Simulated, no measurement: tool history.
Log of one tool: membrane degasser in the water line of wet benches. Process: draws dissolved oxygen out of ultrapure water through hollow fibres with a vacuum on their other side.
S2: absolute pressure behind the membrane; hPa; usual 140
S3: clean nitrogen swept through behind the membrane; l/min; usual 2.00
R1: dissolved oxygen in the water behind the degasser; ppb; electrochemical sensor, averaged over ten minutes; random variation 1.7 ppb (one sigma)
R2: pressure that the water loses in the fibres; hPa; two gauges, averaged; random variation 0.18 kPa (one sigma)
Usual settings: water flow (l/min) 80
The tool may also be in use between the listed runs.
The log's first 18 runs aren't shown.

{"run": 19, "hour": 3580.1, "water flow (l/min)": 94, "S2": 105, "S3": 2.0, "R1": 668.2, "R2": 538.0}
{"hour": 3795.2, "done": "vacuum gauge calibrated"}
{"run": 20, "hour": 3804.3, "water flow (l/min)": 94, "S2": 105, "S3": 2.0, "R1": 668.1, "R2": 539.8}
{"run": 21, "hour": 3994.8, "water flow (l/min)": 86, "S2": 88, "S3": 4.76, "R1": 259.0, "R2": 490.2}
{"run": 22, "hour": 4120.3, "water flow (l/min)": 86, "S2": 88, "S3": 4.76, "R1": 259.9, "R2": 494.7}
{"run": 23, "hour": 4237.8, "water flow (l/min)": 112, "S2": 268, "S3": 4.01, "R1": 1289.2, "R2": 642.4}
{"run": 24, "hour": 4418.5, "water flow (l/min)": 80, "S2": 140, "S3": 1.35, "R1": 1094.6, "R2": 457.5}
{"run": 25, "hour": 4637.3, "water flow (l/min)": 110, "S2": 277, "S3": 2.0, "R1": 2082.0, "R2": 627.8}
{"run": 26, "hour": 4842.7, "water flow (l/min)": 112, "S2": 287, "S3": 2.0, "R1": 2183.3, "R2": 641.3}
{"run": 27, "hour": 4967.4, "water flow (l/min)": 98, "S2": 181, "S3": 1.25, "R1": 1733.3, "R2": 559.2}
{"run": 28, "hour": 5216.9, "water flow (l/min)": 72, "S2": 225, "S3": 2.91, "R1": 968.8, "R2": 412.7}
{"run": 29, "hour": 5345.5, "water flow (l/min)": 112, "S2": 122, "S3": 2.05, "R1": 910.1, "R2": 639.8}
{"run": 30, "hour": 5611.0, "water flow (l/min)": 112, "S2": 285, "S3": 2.05, "R1": 2135.6, "R2": 642.7}
{"run": 31, "hour": 5759.7, "water flow (l/min)": 112, "S2": 285, "S3": 2.05, "R1": 2139.2, "R2": 639.1}
{"run": 32, "hour": 6027.3, "water flow (l/min)": 112, "S2": 285, "S3": 2.05, "R1": 2141.1, "R2": 641.9}

3 ways to go on from here, each from the tool as it stands after run 32. What would each give?
{"run": "A", "hour": 6293.6, "water flow (l/min)": 80, "S2": 140, "S3": 2.0, "R1": "?", "R2": "?"}
{"run": "B", "hour": 6293.6, "water flow (l/min)": 65, "S2": 224, "S3": 4.66, "R1": "?", "R2": "?"}
{"run": "C", "hour": 6293.6, "water flow (l/min)": 112, "S2": 285, "S3": 5.88, "R1": "?", "R2": "?"}

run=A R1=840.3 R2=459.3
run=B R1=604.0 R2=371.5
run=C R1=1033.4 R2=642.2
Without the tool's hidden state the same runs would have given:
run=A R1=823.9 R2=459.1
run=B R1=592.2 R2=371.4
run=C R1=1013.3 R2=642.0
